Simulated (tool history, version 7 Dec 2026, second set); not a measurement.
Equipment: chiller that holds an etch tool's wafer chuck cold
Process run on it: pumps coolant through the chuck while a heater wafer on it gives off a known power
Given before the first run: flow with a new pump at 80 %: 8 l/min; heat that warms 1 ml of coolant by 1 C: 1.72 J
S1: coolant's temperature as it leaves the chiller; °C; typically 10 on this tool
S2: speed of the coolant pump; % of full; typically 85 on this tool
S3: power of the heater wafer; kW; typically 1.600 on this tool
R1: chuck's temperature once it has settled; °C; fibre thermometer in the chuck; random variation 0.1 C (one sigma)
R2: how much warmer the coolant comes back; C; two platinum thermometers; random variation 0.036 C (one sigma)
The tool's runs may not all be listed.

{"run": 1, "hour": 0.0, "S1": 10, "S2": 85, "S3": 1.6, "R1": 21.5, "R2": 6.62}
{"run": 2, "hour": 43.5, "S1": 18, "S2": 85, "S3": 1.6, "R1": 29.5, "R2": 6.56}
{"run": 3, "hour": 114.2, "S1": 10, "S2": 85, "S3": 1.6, "R1": 21.5, "R2": 6.54}
{"run": 4, "hour": 145.4, "S1": 10, "S2": 85, "S3": 1.6, "R1": 21.5, "R2": 6.55}
{"run": 5, "hour": 179.0, "S1": 10, "S2": 85, "S3": 0.855, "R1": 16.0, "R2": 3.49}
{"run": 6, "hour": 214.0, "S1": 9, "S2": 85, "S3": 1.6, "R1": 20.3, "R2": 6.6}
{"run": 7, "hour": 249.3, "S1": 9, "S2": 85, "S3": 1.6, "R1": 20.5, "R2": 6.63}
{"run": 8, "hour": 310.8, "S1": 9, "S2": 85, "S3": 1.6, "R1": 20.6, "R2": 6.59}
{"run": 9, "hour": 377.0, "S1": 10, "S2": 69, "S3": 1.6, "R1": 23.5, "R2": 8.24}
{"run": 10, "hour": 411.8, "S1": 10, "S2": 69, "S3": 1.6, "R1": 23.7, "R2": 8.29}
{"run": 11, "hour": 444.3, "S1": 10, "S2": 85, "S3": 1.6, "R1": 21.3, "R2": 6.69}
{"run": 12, "hour": 491.7, "S1": 10, "S2": 85, "S3": 1.6, "R1": 21.4, "R2": 6.7}
{"run": 13, "hour": 542.1, "S1": 10, "S2": 72, "S3": 1.6, "R1": 23.0, "R2": 8.04}
{"run": 14, "hour": 599.0, "S1": 10, "S2": 72, "S3": 1.6, "R1": 23.1, "R2": 7.95}
{"hour": 608.8, "done": "gauge calibrated"}
{"run": 15, "hour": 645.8, "S1": 10, "S2": 72, "S3": 1.6, "R1": 23.1, "R2": 7.74}
{"run": 16, "hour": 717.2, "S1": 10, "S2": 72, "S3": 1.6, "R1": 23.0, "R2": 7.85}
{"run": 17, "hour": 773.2, "S1": 17, "S2": 72, "S3": 1.6, "R1": 30.2, "R2": 7.84}
{"run": 18, "hour": 807.3, "S1": 17, "S2": 72, "S3": 1.6, "R1": 30.0, "R2": 7.79}
{"run": 19, "hour": 867.7, "S1": 17, "S2": 72, "S3": 1.6, "R1": 30.1, "R2": 7.88}
{"run": 20, "hour": 905.1, "S1": 17, "S2": 72, "S3": 1.6, "R1": 30.1, "R2": 7.9}
{"run": 21, "hour": 977.9, "S1": 10, "S2": 81, "S3": 0.809, "R1": 16.0, "R2": 3.6}
{"run": 22, "hour": 1008.6, "S1": 10, "S2": 67, "S3": 1.532, "R1": 23.4, "R2": 8.16}
{"run": 23, "hour": 1039.3, "S1": 10, "S2": 67, "S3": 1.532, "R1": 23.3, "R2": 8.24}
{"run": 24, "hour": 1082.9, "S1": 10, "S2": 67, "S3": 1.532, "R1": 23.3, "R2": 8.2}
{"run": 25, "hour": 1119.6, "S1": 10, "S2": 67, "S3": 1.532, "R1": 23.4, "R2": 8.21}
{"run": 26, "hour": 1168.6, "S1": 18, "S2": 90, "S3": 1.532, "R1": 28.3, "R2": 6.08}
{"run": 27, "hour": 1238.3, "S1": 18, "S2": 90, "S3": 1.532, "R1": 28.5, "R2": 6.09}
{"run": 28, "hour": 1301.4, "S1": 18, "S2": 90, "S3": 1.532, "R1": 28.5, "R2": 6.09}
{"run": 29, "hour": 1353.6, "S1": 8, "S2": 60, "S3": 1.594, "R1": 23.2, "R2": 9.61}
{"run": 30, "hour": 1411.5, "S1": 3, "S2": 91, "S3": 1.343, "R1": 12.0, "R2": 5.34}
{"run": 31, "hour": 1473.4, "S1": 10, "S2": 85, "S3": 0.958, "R1": 16.8, "R2": 4.19}

4 options for the next run, each taken on its own from the tool as it stands now. Forecast them:
{"run": "A", "hour": 1528.0, "S1": 18, "S2": 85, "S3": 1.542, "R1": "?", "R2": "?"}
{"run": "B", "hour": 1528.0, "S1": 10, "S2": 85, "S3": 1.913, "R1": "?", "R2": "?"}
{"run": "C", "hour": 1528.0, "S1": 14, "S2": 75, "S3": 0.953, "R1": "?", "R2": "?"}
{"run": "D", "hour": 1528.0, "S1": 10, "S2": 63, "S3": 1.6, "R1": "?", "R2": "?"}

run=A R1=29.1 R2=6.57
run=B R1=23.7 R2=8.11
run=C R1=21.6 R2=4.66
run=D R1=24.8 R2=9.27
The same runs, with their run-to-run variation unchanged, on a tool lacking any hidden condition would have given:
run=A R1=29.1 R2=6.28
run=B R1=23.7 R2=7.81
run=C R1=21.6 R2=4.37
run=D R1=24.8 R2=8.98

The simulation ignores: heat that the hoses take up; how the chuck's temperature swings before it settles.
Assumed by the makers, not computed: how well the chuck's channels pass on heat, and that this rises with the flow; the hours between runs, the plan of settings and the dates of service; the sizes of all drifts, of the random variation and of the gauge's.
